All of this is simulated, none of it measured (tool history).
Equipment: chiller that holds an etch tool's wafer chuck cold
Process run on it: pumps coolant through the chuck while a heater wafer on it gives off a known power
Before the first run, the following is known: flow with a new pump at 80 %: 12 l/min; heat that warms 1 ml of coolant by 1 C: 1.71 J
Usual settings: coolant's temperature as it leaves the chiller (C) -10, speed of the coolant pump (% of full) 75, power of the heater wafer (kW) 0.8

run,day,coolant's temperature as it leaves the chiller (C),speed of the coolant pump (% of full),power of the heater wafer (kW),chuck's temperature once it has settled (C),how much warmer the coolant comes back (C)
1,0,-10,75,0.8,-1.1,2.56
2,1.408,-12,75,0.8,-3.2,2.57
3,2.35,-12,75,0.8,-2.9,2.51
4,3.729,-12,75,0.8,-3,2.52
5,5.688,-10,75,0.8,-1,2.54
6,7.55,-10,75,0.8,-1.1,2.53
7,9.558,-10,75,0.8,-0.8,2.54
8,10.812,-10,75,0.8,-1,2.57
9,11.892,-10,75,0.8,-1.1,2.6
10,13.062,-5,75,0.8,4,2.59
11,14.517,-5,92,0.533,0.5,1.35
12,15.454,-5,92,0.533,0.8,1.34
13,17.038,-10,83,0.533,-4.2,1.51
# day 17.183: chiller's thermometer calibrated
14,18.438,-3,95,0.48,2.2,1.16
15,19.704,-15,76,0.8,-5.8,2.51
16,21.4,-1,88,0.498,4.5,1.31
# day 21.633: chiller's thermometer calibrated, once more
17,22.875,-1,86,0.751,6.7,2.09
18,24.604,-1,86,0.751,6.6,2.1

5 options for the next run, each taken on its own from the tool as it stands now. Forecast them:
A,26.2,-4,86,0.751,?,?
B,26.2,-14,85,0.848,?,?
C,26.2,-1,67,0.751,?,?
D,26.2,-14,70,0.534,?,?
E,26.2,-2,86,0.751,?,?

run,chuck's temperature once it has settled (C),how much warmer the coolant comes back (C)
A,3.6,2.04
B,-5.1,2.4
C,7.8,2.71
D,-7.7,1.8
E,5.8,2.09
Without the tool's hidden state the same runs would have given:
run,chuck's temperature once it has settled (C),how much warmer the coolant comes back (C)
A,2.9,2.01
B,-5.9,2.36
C,6.9,2.66
D,-8.2,1.76
E,5.1,2.05
